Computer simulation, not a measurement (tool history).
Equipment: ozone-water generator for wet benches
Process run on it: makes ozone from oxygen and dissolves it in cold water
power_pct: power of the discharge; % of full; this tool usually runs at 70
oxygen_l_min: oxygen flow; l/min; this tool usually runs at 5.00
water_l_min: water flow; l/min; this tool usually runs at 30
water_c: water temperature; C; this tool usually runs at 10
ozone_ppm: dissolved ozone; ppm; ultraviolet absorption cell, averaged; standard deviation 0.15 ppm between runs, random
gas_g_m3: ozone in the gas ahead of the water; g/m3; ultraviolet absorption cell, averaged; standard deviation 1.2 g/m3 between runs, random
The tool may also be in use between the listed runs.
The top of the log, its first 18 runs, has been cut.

run    hour  power_pct  oxygen_l_min  water_l_min  water_c  ozone_ppm  gas_g_m3
 19   826.8         70          5.00           30        7       16.0     201.0
 20   859.6         54          5.00           26        7       16.1     172.2
 21   908.2         54          5.00           26        7       15.8     168.4
 22   969.7         54          5.00           26        7       16.0     170.6
 23  1024.9         82          5.00           24       10       21.7     217.8
 24  1086.8         82          5.00           24       10       21.3     217.3
 25  1149.6         70          5.00           38       10       11.8     195.6
 26  1194.8         87          8.58           31        8       17.7     161.3
 27  1256.9         87          8.58           31        8       17.8     161.5
 28  1300.3         70          4.10           46        9        8.8     221.9
 29  1352.2         70          5.00           48       17        8.7     195.3
 30  1407.5         97          5.00           28       17       18.6     237.2
 31  1451.4         97          2.59           35        7       13.6     345.0
 32  1504.0         85          5.47           40       12       12.3     206.5

Forecast each of these 4 alternatives for the next run:
  A  1537.7         83          5.47           40       11          ?         ?
  B  1537.7         70          5.00           30       14          ?         ?
  C  1537.7         52          5.47           20       15          ?         ?
  D  1537.7         82          3.26           30       14          ?         ?

run  ozone_ppm  gas_g_m3
  A       12.0     202.5
  B       14.5     192.1
  C       17.7     155.5
  D       14.9     274.5
Without the tool's hidden state the same runs would have given:
run  ozone_ppm  gas_g_m3
  A       15.2     238.8
  B       18.0     223.1
  C       21.1     175.6
  D       18.7     323.3
